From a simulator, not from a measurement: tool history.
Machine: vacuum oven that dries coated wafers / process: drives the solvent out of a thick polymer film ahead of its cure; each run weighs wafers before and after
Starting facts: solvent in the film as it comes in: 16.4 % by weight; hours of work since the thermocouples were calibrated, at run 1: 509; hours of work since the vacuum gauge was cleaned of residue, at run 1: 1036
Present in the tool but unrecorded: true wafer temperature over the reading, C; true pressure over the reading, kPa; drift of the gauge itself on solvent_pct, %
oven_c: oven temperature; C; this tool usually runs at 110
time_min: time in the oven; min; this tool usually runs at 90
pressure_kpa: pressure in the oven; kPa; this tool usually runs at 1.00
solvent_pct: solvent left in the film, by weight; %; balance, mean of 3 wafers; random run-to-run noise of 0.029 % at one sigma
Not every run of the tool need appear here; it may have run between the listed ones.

run	hour	oven_c	time_min	pressure_kpa	hours of work since the thermocouples were calibrated	hours of work since the vacuum gauge was cleaned of residue	solvent_pct
1	0.0	110	90	1.00	509	1036	1.12
2	18.8	110	90	1.00	523	1050	1.10
3	33.8	110	90	1.00	534	1061	1.15
4	65.9	110	52	1.00	557	1084	2.54
5	83.7	110	95	1.00	570	1097	1.05
6	107.2	110	95	1.00	587	1114	1.03
# hour 121.6: vacuum gauge cleaned of residue and calibrated
7	135.4	95	95	1.00	606	10	4.61
8	167.7	110	90	1.00	630	34	1.08
9	188.7	110	90	1.00	645	49	1.13
10	220.9	110	90	1.00	669	72	1.12
11	250.0	118	90	1.00	690	93	0.52
12	267.2	118	90	1.00	702	106	0.57
13	287.7	110	90	1.00	717	121	1.16
14	311.1	110	90	1.00	734	138	1.11
15	327.9	121	90	0.65	746	150	0.31
16	351.3	109	158	1.38	763	167	0.98
17	370.5	109	158	1.38	777	181	1.04
18	399.9	116	90	3.97	799	202	2.19
19	422.0	110	154	1.00	815	218	0.66
20	443.4	110	154	1.00	830	234	0.69
21	457.4	103	90	1.00	840	244	2.42
22	481.5	103	90	1.00	858	261	2.40
23	514.5	103	90	1.00	882	285	2.44
24	537.5	106	71	2.66	899	302	3.54
25	558.2	103	61	0.68	914	317	3.73

4 options for the next run, each taken on its own from the tool as it stands now. Forecast them:
A	589.5	113	69	0.63	936	340	?
B	589.5	103	61	1.87	936	340	?
C	589.5	120	61	0.68	936	340	?
D	589.5	110	90	2.37	936	340	?

run	solvent_pct
A	0.99
B	4.40
C	0.56
D	2.06
With no hidden state in the tool, these same runs would have given:
run	solvent_pct
A	0.98
B	4.38
C	0.55
D	2.06
